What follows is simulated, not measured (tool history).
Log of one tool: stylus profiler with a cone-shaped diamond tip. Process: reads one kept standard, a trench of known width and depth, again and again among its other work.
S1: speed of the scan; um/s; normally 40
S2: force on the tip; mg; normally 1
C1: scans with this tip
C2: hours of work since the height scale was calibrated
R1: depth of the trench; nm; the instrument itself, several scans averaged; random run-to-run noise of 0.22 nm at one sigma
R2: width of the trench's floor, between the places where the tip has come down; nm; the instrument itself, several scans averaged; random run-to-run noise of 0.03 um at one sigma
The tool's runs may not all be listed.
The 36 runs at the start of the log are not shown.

{"run": 37, "day": 74.338, "S1": 75, "S2": 0.39, "C1": 10952, "C2": 152, "R1": 1002.14, "R2": 92260}
{"run": 38, "day": 77.033, "S1": 75, "S2": 1.47, "C1": 11236, "C2": 182, "R1": 1005.78, "R2": 92700}
{"run": 39, "day": 78.425, "S1": 12, "S2": 0.38, "C1": 11383, "C2": 197, "R1": 1001.84, "R2": 92980}
{"run": 40, "day": 80.571, "S1": 71, "S2": 0.43, "C1": 11610, "C2": 221, "R1": 1001.68, "R2": 92260}
{"run": 41, "day": 83.004, "S1": 16, "S2": 0.93, "C1": 11867, "C2": 247, "R1": 1003.44, "R2": 92980}
{"run": 42, "day": 84.862, "S1": 16, "S2": 0.93, "C1": 12063, "C2": 267, "R1": 1003.63, "R2": 92940}
{"run": 43, "day": 87.396, "S1": 16, "S2": 0.93, "C1": 12331, "C2": 295, "R1": 1003.41, "R2": 92930}
{"run": 44, "day": 89.942, "S1": 16, "S2": 0.93, "C1": 12599, "C2": 323, "R1": 1003.32, "R2": 92940}
{"run": 45, "day": 91.325, "S1": 16, "S2": 0.93, "C1": 12746, "C2": 338, "R1": 1003.58, "R2": 92920}
{"run": 46, "day": 92.446, "S1": 74, "S2": 1.75, "C1": 12864, "C2": 350, "R1": 1006.15, "R2": 92550}

4 ways to go on from here, each from the tool as it stands after run 46. What would each give?
{"run": "A", "day": 94.7, "S1": 102, "S2": 0.87, "C1": 13102, "C2": 375, "R1": "?", "R2": "?"}
{"run": "B", "day": 94.7, "S1": 38, "S2": 1.75, "C1": 13102, "C2": 375, "R1": "?", "R2": "?"}
{"run": "C", "day": 94.7, "S1": 63, "S2": 0.49, "C1": 13102, "C2": 375, "R1": "?", "R2": "?"}
{"run": "D", "day": 94.7, "S1": 18, "S2": 1, "C1": 13102, "C2": 375, "R1": "?", "R2": "?"}

run=A R1=1002.92 R2=92170
run=B R1=1005.4 R2=92840
run=C R1=1001.9 R2=92280
run=D R1=1003.56 R2=92900
Stripped of hidden state, with their random variation kept, the same runs would have yielded:
run=A R1=1004.3 R2=93140
run=B R1=1006.78 R2=93800
run=C R1=1003.26 R2=93250
run=D R1=1004.93 R2=93860

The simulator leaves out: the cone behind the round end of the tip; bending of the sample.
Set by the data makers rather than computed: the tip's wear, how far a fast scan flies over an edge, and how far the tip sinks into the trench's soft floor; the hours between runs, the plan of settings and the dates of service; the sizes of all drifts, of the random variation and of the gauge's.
